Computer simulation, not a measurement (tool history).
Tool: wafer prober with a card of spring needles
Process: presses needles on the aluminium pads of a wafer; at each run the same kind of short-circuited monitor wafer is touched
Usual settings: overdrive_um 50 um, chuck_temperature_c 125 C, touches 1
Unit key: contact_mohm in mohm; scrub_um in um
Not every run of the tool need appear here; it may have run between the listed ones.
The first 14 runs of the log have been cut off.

{"hour": 129.7, "done": "tips cleaned on abrasive film"}
{"run": 15, "hour": 136.7, "overdrive_um": 50, "chuck_temperature_c": 61, "touches": 1, "contact_mohm": 253, "scrub_um": 9.53}
{"run": 16, "hour": 145.6, "overdrive_um": 50, "chuck_temperature_c": 61, "touches": 1, "contact_mohm": 253, "scrub_um": 9.51}
{"hour": 151.1, "done": "tips cleaned on abrasive film"}
{"run": 17, "hour": 159.0, "overdrive_um": 50, "chuck_temperature_c": 125, "touches": 1, "contact_mohm": 267, "scrub_um": 9.52}
{"run": 18, "hour": 171.0, "overdrive_um": 50, "chuck_temperature_c": 44, "touches": 2, "contact_mohm": 246, "scrub_um": 9.54}
{"hour": 172.4, "done": "tips cleaned on abrasive film"}
{"run": 19, "hour": 183.8, "overdrive_um": 35, "chuck_temperature_c": 47, "touches": 2, "contact_mohm": 252, "scrub_um": 6.63}
{"hour": 193.7, "done": "tips cleaned on abrasive film"}
{"run": 20, "hour": 194.5, "overdrive_um": 31, "chuck_temperature_c": 57, "touches": 2, "contact_mohm": 262, "scrub_um": 5.92}
{"run": 21, "hour": 204.7, "overdrive_um": 50, "chuck_temperature_c": 125, "touches": 1, "contact_mohm": 266, "scrub_um": 9.54}
{"hour": 214.9, "done": "tips cleaned on abrasive film"}
{"run": 22, "hour": 220.1, "overdrive_um": 50, "chuck_temperature_c": 125, "touches": 3, "contact_mohm": 268, "scrub_um": 9.56}
{"run": 23, "hour": 230.8, "overdrive_um": 42, "chuck_temperature_c": 40, "touches": 1, "contact_mohm": 247, "scrub_um": 8.01}
{"hour": 236.4, "done": "tips cleaned on abrasive film"}
{"run": 24, "hour": 242.3, "overdrive_um": 42, "chuck_temperature_c": 40, "touches": 1, "contact_mohm": 250, "scrub_um": 7.97}
{"run": 25, "hour": 254.2, "overdrive_um": 60, "chuck_temperature_c": 44, "touches": 1, "contact_mohm": 244, "scrub_um": 11.43}
{"hour": 258.6, "done": "tips cleaned on abrasive film"}
{"run": 26, "hour": 269.5, "overdrive_um": 60, "chuck_temperature_c": 44, "touches": 1, "contact_mohm": 243, "scrub_um": 11.43}
{"hour": 270.5, "done": "height of the first contact set anew"}
{"hour": 280.8, "done": "tips cleaned on abrasive film"}
{"run": 27, "hour": 282.4, "overdrive_um": 30, "chuck_temperature_c": 77, "touches": 1, "contact_mohm": 268, "scrub_um": 5.72}
{"run": 28, "hour": 292.3, "overdrive_um": 39, "chuck_temperature_c": 29, "touches": 1, "contact_mohm": 249, "scrub_um": 7.42}
{"hour": 301.9, "done": "tips cleaned on abrasive film"}
{"run": 29, "hour": 301.9, "overdrive_um": 50, "chuck_temperature_c": 67, "touches": 2, "contact_mohm": 250, "scrub_um": 9.54}
{"run": 30, "hour": 309.7, "overdrive_um": 51, "chuck_temperature_c": 125, "touches": 1, "contact_mohm": 266, "scrub_um": 9.73}
{"run": 31, "hour": 317.7, "overdrive_um": 51, "chuck_temperature_c": 125, "touches": 1, "contact_mohm": 268, "scrub_um": 9.73}
{"hour": 322.8, "done": "tips cleaned on abrasive film"}
{"run": 32, "hour": 330.6, "overdrive_um": 50, "chuck_temperature_c": 125, "touches": 3, "contact_mohm": 269, "scrub_um": 9.54}
{"run": 33, "hour": 340.4, "overdrive_um": 47, "chuck_temperature_c": 125, "touches": 1, "contact_mohm": 271, "scrub_um": 8.99}
{"hour": 344.0, "done": "tips cleaned on abrasive film"}
{"run": 34, "hour": 354.8, "overdrive_um": 60, "chuck_temperature_c": 85, "touches": 1, "contact_mohm": 259, "scrub_um": 11.46}

Branching from run 34: 4 alternative next runs. What would each branch give?
{"hour": 366.0, "done": "tips cleaned on abrasive film"}
{"run": "A", "hour": 368.9, "overdrive_um": 60, "chuck_temperature_c": 34, "touches": 3, "contact_mohm": "?", "scrub_um": "?"}
{"hour": 366.0, "done": "tips cleaned on abrasive film"}
{"run": "B", "hour": 368.9, "overdrive_um": 35, "chuck_temperature_c": 85, "touches": 1, "contact_mohm": "?", "scrub_um": "?"}
{"hour": 366.0, "done": "tips cleaned on abrasive film"}
{"run": "C", "hour": 368.9, "overdrive_um": 70, "chuck_temperature_c": 77, "touches": 2, "contact_mohm": "?", "scrub_um": "?"}
{"hour": 366.0, "done": "tips cleaned on abrasive film"}
{"run": "D", "hour": 368.9, "overdrive_um": 59, "chuck_temperature_c": 59, "touches": 2, "contact_mohm": "?", "scrub_um": "?"}

run=A contact_mohm=240 scrub_um=11.38
run=B contact_mohm=268 scrub_um=6.68
run=C contact_mohm=254 scrub_um=13.35
run=D contact_mohm=250 scrub_um=11.26
With no hidden state in the tool, these same runs would have given:
run=A contact_mohm=240 scrub_um=11.38
run=B contact_mohm=268 scrub_um=6.68
run=C contact_mohm=254 scrub_um=13.35
run=D contact_mohm=250 scrub_um=11.26
